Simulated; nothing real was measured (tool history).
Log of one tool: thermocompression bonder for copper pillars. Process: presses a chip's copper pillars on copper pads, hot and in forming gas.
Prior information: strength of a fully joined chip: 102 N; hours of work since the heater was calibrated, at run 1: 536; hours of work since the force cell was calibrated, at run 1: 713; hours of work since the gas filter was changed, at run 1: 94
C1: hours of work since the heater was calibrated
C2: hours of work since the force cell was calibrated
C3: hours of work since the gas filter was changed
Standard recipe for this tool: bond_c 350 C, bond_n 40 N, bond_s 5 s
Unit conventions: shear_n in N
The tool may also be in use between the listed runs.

Run 1, day 0: usual settings; C1 536; C2 713; C3 94. Result: shear_n 42 N.
Run 2, day 0.542: usual settings but bond_s 11 s; C1 545; C2 723; C3 103. Result: shear_n 52.6 N.
Run 3, day 1.029: usual settings; C1 553; C2 731; C3 112. Result: shear_n 40 N.
At day 1.404: forming gas filter changed.
Run 4, day 1.442: usual settings; C1 560; C2 738; C3 1. Result: shear_n 44.6 N.
Run 5, day 1.996: usual settings; C1 570; C2 747; C3 10. Result: shear_n 44.1 N.
Run 6, day 2.312: usual settings; C1 575; C2 752; C3 15. Result: shear_n 44.7 N.
Run 7, day 2.733: usual settings; C1 582; C2 760; C3 23. Result: shear_n 44.5 N.
Run 8, day 3.4: usual settings; C1 594; C2 771; C3 34. Result: shear_n 43.7 N.
Run 9, day 4.017: usual settings; C1 604; C2 782; C3 45. Result: shear_n 42.9 N.
Run 10, day 4.454: usual settings; C1 612; C2 789; C3 52. Result: shear_n 43.2 N.
Run 11, day 4.8: usual settings; C1 618; C2 795; C3 58. Result: shear_n 42.9 N.
Run 12, day 5.233: usual settings; C1 625; C2 802; C3 65. Result: shear_n 42.6 N.
Run 13, day 5.779: usual settings; C1 634; C2 812; C3 75. Result: shear_n 42.1 N.
Run 14, day 6.446: usual settings but bond_s 4 s; C1 646; C2 823; C3 86. Result: shear_n 37.7 N.
Run 15, day 7.075: usual settings but bond_n 45 N; C1 656; C2 834; C3 97. Result: shear_n 44.7 N.
Run 16, day 7.508: usual settings but bond_n 45 N; C1 664; C2 841; C3 104. Result: shear_n 43.6 N.
Run 17, day 7.962: usual settings but bond_n 45 N; C1 672; C2 849; C3 112. Result: shear_n 42.9 N.
At day 8.317: forming gas filter changed.
Run 18, day 8.317: usual settings but bond_c 374 C; C1 677; C2 855; C3 0. Result: shear_n 56 N.
Run 19, day 8.892: usual settings but bond_c 374 C; C1 687; C2 865; C3 10. Result: shear_n 54.3 N.
Run 20, day 9.238: usual settings but bond_c 374 C; C1 693; C2 870; C3 16. Result: shear_n 55.2 N.
Run 21, day 9.942: usual settings but bond_c 374 C; C1 705; C2 882; C3 28. Result: shear_n 53.8 N.
Run 22, day 10.667: usual settings but bond_c 374 C; C1 717; C2 895; C3 40. Result: shear_n 53.1 N.
Run 23, day 11.096: usual settings but bond_c 361 C, bond_n 43 N, bond_s 11 s; C1 725; C2 902; C3 47. Result: shear_n 63.8 N.
Run 24, day 11.45: usual settings but bond_c 361 C, bond_n 43 N, bond_s 11 s; C1 731; C2 908; C3 54. Result: shear_n 62.7 N.
Run 25, day 11.958: usual settings but bond_c 361 C, bond_n 43 N, bond_s 11 s; C1 739; C2 917; C3 62. Result: shear_n 63.2 N.
Run 26, day 12.704: usual settings but bond_c 361 C, bond_n 43 N, bond_s 11 s; C1 752; C2 930; C3 75. Result: shear_n 62.1 N.
Run 27, day 13.046: usual settings but bond_c 361 C, bond_n 43 N, bond_s 11 s; C1 758; C2 935; C3 81. Result: shear_n 62.2 N.
Run 28, day 13.5: usual settings but bond_c 322 C, bond_n 34 N, bond_s 9 s; C1 766; C2 943; C3 89. Result: shear_n 36.3 N.
Run 29, day 13.917: usual settings but bond_c 322 C, bond_n 34 N, bond_s 9 s; C1 773; C2 950; C3 96. Result: shear_n 36.3 N.
Run 30, day 14.646: usual settings but bond_c 322 C, bond_n 34 N, bond_s 9 s; C1 785; C2 963; C3 108. Result: shear_n 36.1 N.
At day 15.221: forming gas filter changed.
Run 31, day 15.229: usual settings but bond_c 322 C, bond_n 34 N, bond_s 9 s; C1 795; C2 972; C3 0. Result: shear_n 39.7 N.
Run 32, day 15.771: usual settings but bond_c 322 C, bond_n 34 N, bond_s 9 s; C1 804; C2 982; C3 9. Result: shear_n 39.2 N.
Run 33, day 16.442: usual settings but bond_c 322 C, bond_n 34 N, bond_s 9 s; C1 816; C2 993; C3 21. Result: shear_n 38.7 N.
Run 34, day 17.096: usual settings but bond_c 337 C, bond_n 34 N, bond_s 8 s; C1 827; C2 1004; C3 32. Result: shear_n 43.4 N.
Run 35, day 17.738: usual settings but bond_c 336 C, bond_n 26 N, bond_s 8 s; C1 838; C2 1015; C3 43. Result: shear_n 35.5 N.
Run 36, day 18.088: usual settings but bond_c 365 C, bond_n 29 N, bond_s 8 s; C1 844; C2 1021; C3 49. Result: shear_n 49.9 N.

Forecast run 37:
Run 37, day 18.675: usual settings but bond_c 365 C, bond_n 29 N, bond_s 8 s; C1 854; C2 1031; C3 59. Result: shear_n ?.

{"run 37": {"shear_n": 49.2}}
Without the tool's hidden state the same run would have given shear_n 48.5 N.
